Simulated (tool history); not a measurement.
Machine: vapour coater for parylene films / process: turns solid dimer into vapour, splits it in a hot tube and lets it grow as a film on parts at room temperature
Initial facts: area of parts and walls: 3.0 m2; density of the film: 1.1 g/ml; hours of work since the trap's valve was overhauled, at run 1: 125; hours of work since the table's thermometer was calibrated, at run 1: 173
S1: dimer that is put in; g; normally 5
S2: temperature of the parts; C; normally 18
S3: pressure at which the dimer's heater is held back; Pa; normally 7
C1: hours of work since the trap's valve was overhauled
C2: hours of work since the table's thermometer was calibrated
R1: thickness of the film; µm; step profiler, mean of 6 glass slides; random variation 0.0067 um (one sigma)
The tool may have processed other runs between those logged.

{"run": 1, "day": 0.0, "S1": 5, "S2": 18, "S3": 7, "C1": 125, "C2": 173, "R1": 0.797}
{"run": 2, "day": 1.192, "S1": 5, "S2": 18, "S3": 10.77, "C1": 149, "C2": 197, "R1": 0.722}
{"run": 3, "day": 2.921, "S1": 5, "S2": 18, "S3": 10.77, "C1": 184, "C2": 231, "R1": 0.725}
{"run": 4, "day": 4.096, "S1": 5, "S2": 18, "S3": 7, "C1": 208, "C2": 255, "R1": 0.791}
{"run": 5, "day": 6.321, "S1": 5, "S2": 18, "S3": 7, "C1": 252, "C2": 300, "R1": 0.788}
{"run": 6, "day": 7.917, "S1": 3, "S2": 16, "S3": 7, "C1": 284, "C2": 332, "R1": 0.503}
{"day": 8.442, "done": "trap's valve overhauled"}
{"run": 7, "day": 9.596, "S1": 4, "S2": 13, "S3": 7, "C1": 23, "C2": 362, "R1": 0.774}
{"run": 8, "day": 12.221, "S1": 3, "S2": 20, "S3": 2.81, "C1": 76, "C2": 415, "R1": 0.523}
{"run": 9, "day": 13.496, "S1": 6, "S2": 29, "S3": 7, "C1": 102, "C2": 441, "R1": 0.6}
{"run": 10, "day": 15.946, "S1": 7, "S2": 18, "S3": 2.22, "C1": 151, "C2": 490, "R1": 1.419}

Entry by entry between the runs, the difference in hidden state between the last listed run before and the first listed run after:
Between runs 6 and 7: trap's valve overhauled (day 8.442)
  vapour lost through the trap's worn valve, %: 0.2 -> 0
